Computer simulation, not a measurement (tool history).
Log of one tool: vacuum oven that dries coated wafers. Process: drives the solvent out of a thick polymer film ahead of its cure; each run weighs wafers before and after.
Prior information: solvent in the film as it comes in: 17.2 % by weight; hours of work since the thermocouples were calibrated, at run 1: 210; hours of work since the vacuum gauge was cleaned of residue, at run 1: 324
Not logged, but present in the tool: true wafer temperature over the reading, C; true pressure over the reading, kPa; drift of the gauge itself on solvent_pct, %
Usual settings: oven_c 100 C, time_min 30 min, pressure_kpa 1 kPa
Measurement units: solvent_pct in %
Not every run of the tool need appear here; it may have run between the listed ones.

| run | hour | oven_c | time_min | pressure_kpa | hours of work since the thermocouples were calibrated | hours of work since the vacuum gauge was cleaned of residue | solvent_pct |
|---|---|---|---|---|---|---|---|
| 1 | 0 | 100 | 30 | 1 | 210 | 324 | 2.82 |
| 2 | 32.9 | 100 | 16 | 1 | 235 | 349 | 4.55 |
| 3 | 46.5 | 100 | 30 | 1 | 246 | 360 | 2.85 |
| 4 | 66.5 | 100 | 30 | 1 | 261 | 375 | 2.87 |
| 5 | 84.6 | 100 | 30 | 1 | 275 | 389 | 2.86 |
| 6 | 109.4 | 100 | 30 | 1 | 294 | 408 | 2.84 |
| 7 | 135.3 | 95 | 30 | 1 | 313 | 427 | 3.93 |
| 8 | 157.4 | 100 | 26 | 1 | 330 | 444 | 3.23 |
| 9 | 183.4 | 100 | 26 | 1 | 350 | 464 | 3.18 |
| 10 | 206.5 | 100 | 26 | 1 | 368 | 482 | 3.15 |
| 11 | 222.2 | 100 | 26 | 2.53 | 380 | 494 | 6.01 |
| 12 | 238.9 | 100 | 26 | 2.53 | 392 | 506 | 6.07 |
| 13 | 259.8 | 100 | 26 | 2.53 | 408 | 522 | 6.06 |
| 14 | 275.1 | 100 | 30 | 2.65 | 420 | 534 | 6.21 |
| 15 | 291.1 | 100 | 30 | 2.65 | 432 | 546 | 6.19 |
| 16 | 317.8 | 86 | 17 | 2.65 | 453 | 567 | 12.4 |
| 17 | 348.8 | 91 | 29 | 2.6 | 476 | 590 | 8.79 |
| 18 | 381.6 | 100 | 30 | 1.27 | 501 | 615 | 3.47 |
| 19 | 413.1 | 100 | 30 | 1.47 | 525 | 639 | 3.77 |
| 20 | 427.6 | 97 | 20 | 1.93 | 536 | 650 | 6.45 |
| 21 | 448.9 | 88 | 30 | 1 | 553 | 667 | 6.18 |
| 22 | 473.8 | 100 | 23 | 1.99 | 572 | 686 | 5.24 |
| 23 | 491.1 | 99 | 19 | 2.04 | 585 | 699 | 6.17 |
| 24 | 522.4 | 101 | 30 | 1 | 609 | 723 | 2.81 |
| 25 | 538.7 | 94 | 43 | 3.79 | 621 | 735 | 10.24 |

Each row is a separate what-if for the run after 25, all from the same tool condition, not one after another. Results?
| A | 569.8 | 94 | 43 | 0.52 | 645 | 759 | ? |
| B | 569.8 | 100 | 37 | 1 | 645 | 759 | ? |
| C | 569.8 | 94 | 18 | 3.79 | 645 | 759 | ? |
| D | 569.8 | 88 | 30 | 1.58 | 645 | 759 | ? |
| E | 569.8 | 100 | 26 | 2.94 | 645 | 759 | ? |

| run | solvent_pct |
|---|---|
| A | 2.59 |
| B | 2.78 |
| C | 11.35 |
| D | 7.45 |
| E | 6.92 |
Without the tool's hidden state the same runs would have given:
| run | solvent_pct |
|---|---|
| A | 1.91 |
| B | 2.26 |
| C | 11.12 |
| D | 6.94 |
| E | 6.59 |

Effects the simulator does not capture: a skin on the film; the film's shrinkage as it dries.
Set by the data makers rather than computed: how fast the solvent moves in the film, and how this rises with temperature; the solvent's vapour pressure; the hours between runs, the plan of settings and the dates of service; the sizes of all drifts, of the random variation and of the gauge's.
